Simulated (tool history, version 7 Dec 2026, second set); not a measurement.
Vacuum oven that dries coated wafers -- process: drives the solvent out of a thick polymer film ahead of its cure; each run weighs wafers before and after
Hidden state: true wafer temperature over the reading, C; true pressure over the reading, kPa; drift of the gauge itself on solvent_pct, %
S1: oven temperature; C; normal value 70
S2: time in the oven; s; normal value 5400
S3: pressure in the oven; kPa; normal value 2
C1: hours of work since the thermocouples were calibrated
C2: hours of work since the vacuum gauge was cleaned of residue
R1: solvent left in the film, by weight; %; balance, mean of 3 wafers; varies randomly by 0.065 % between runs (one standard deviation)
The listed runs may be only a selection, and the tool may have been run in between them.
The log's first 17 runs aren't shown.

run	hour	S1	S2	S3	C1	C2	R1
18	257	70	4680	2	925	26	4.15
19	275.8	70	4680	2	940	40	4.14
20	284.2	70	3300	2	946	46	5.51
21	296.9	70	5400	2	956	56	3.76
22	308.4	70	5400	4.8	964	65	7.81
23	319.4	81	3000	2	973	73	2.39
24	338	81	3000	2	987	87	2.46
25	347.2	84	5940	2	994	94	1.7
26	363.2	84	5940	2	1006	106	1.69
27	377.8	59	3120	1.93	1017	117	10.94
28	390.9	59	3120	1.93	1027	127	11.04
29	398.9	56	5460	1.1	1033	133	8.08
30	411.1	70	5400	5.02	1042	142	8.2
31	420.6	64	2700	1.08	1049	149	7.81
32	438.4	67	4020	7.82	1063	163	14.34
33	450.2	70	8280	2.76	1071	172	4.35
34	459.1	70	6600	7.43	1078	179	11.45
# hour 472.7: oven's thermocouples calibrated
35	473.1	70	6600	7.43	0	188	12.31
36	487.1	70	6600	7.43	11	198	12.3
37	499.6	70	6600	7.43	20	208	12.2
38	513.4	84	6720	2.43	31	218	2.21
39	528.8	84	6720	2.43	42	230	2.21
40	538.2	70	4560	2	50	237	4.72
41	548	70	3300	1.36	57	244	5.26

Branching from run 41: 4 alternative next runs. What would each branch give?
A	564.7	65	3300	7.66	70	257	?
B	564.7	63	6960	1.08	70	257	?
C	564.7	63	3240	2.24	70	257	?
D	564.7	70	9420	2	70	257	?

run	R1
A	16.94
B	4.27
C	9.83
D	3.53
Take away the tool's hidden state, keep each run's random variation, and the runs would have read:
run	R1
A	16.84
B	4.09
C	9.71
D	3.37
